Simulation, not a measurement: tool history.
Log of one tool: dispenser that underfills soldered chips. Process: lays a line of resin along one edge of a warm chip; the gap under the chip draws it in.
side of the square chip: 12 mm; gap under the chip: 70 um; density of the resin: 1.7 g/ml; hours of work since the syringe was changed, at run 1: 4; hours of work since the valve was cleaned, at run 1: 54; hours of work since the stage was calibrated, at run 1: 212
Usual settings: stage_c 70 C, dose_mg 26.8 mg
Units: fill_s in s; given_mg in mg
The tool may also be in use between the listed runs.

run,day,stage_c,dose_mg,hours of work since the syringe was changed,hours of work since the valve was cleaned,hours of work since the stage was calibrated,fill_s,given_mg
1,0,70,26.8,4,54,212,46.9,25.44
# day 0.162: new syringe of resin
2,0.167,70,33,0,57,214,32.7,31.29
3,0.496,70,30.5,6,63,221,53.6,28.5
# day 0.558: new syringe of resin
# day 0.629: dispensing valve cleaned and set on the balance
4,0.712,70,26.8,2,1,224,38.4,26.86
5,0.867,78,26.8,5,4,226,34,26.68
# day 1.012: new syringe of resin
6,1.192,70,23.3,3,10,232,43.4,23
# day 1.421: new syringe of resin
7,1.483,70,23.3,1,15,238,36.8,23.14
8,1.742,64,24.3,6,20,242,72.2,24.02
# day 1.829: new syringe of resin
9,1.933,67,29.1,2,24,246,42.7,28.51
10,2.162,62,29,6,28,250,77.4,28.14
# day 2.229: new syringe of resin
11,2.342,58,26.5,2,31,253,71.1,25.76
12,2.612,70,26,7,36,258,60,25.25
# day 2.642: new syringe of resin
13,2.854,77,26.6,4,40,262,32.7,25.66
# day 3.038: new syringe of resin
14,3.171,79,30.3,3,46,268,26,28.88

4 ways to go on from here, each from the tool as it stands after run 14. What would each give?
# day 3.438: new syringe of resin
A,3.438,80,22.8,0,51,273,?,?
# day 3.438: new syringe of resin
B,3.438,79,33.7,0,51,273,?,?
# day 3.438: new syringe of resin
C,3.438,82,24.8,0,51,273,?,?
# day 3.438: new syringe of resin
D,3.438,62,24.8,0,51,273,?,?

run,fill_s,given_mg
A,21.7,21.61
B,20.9,32.29
C,19.1,23.67
D,49.9,23.67
Without the tool's hidden state the same runs would have given:
run,fill_s,given_mg
A,19.1,22.69
B,18.6,33.91
C,16.9,24.86
D,43.8,24.86

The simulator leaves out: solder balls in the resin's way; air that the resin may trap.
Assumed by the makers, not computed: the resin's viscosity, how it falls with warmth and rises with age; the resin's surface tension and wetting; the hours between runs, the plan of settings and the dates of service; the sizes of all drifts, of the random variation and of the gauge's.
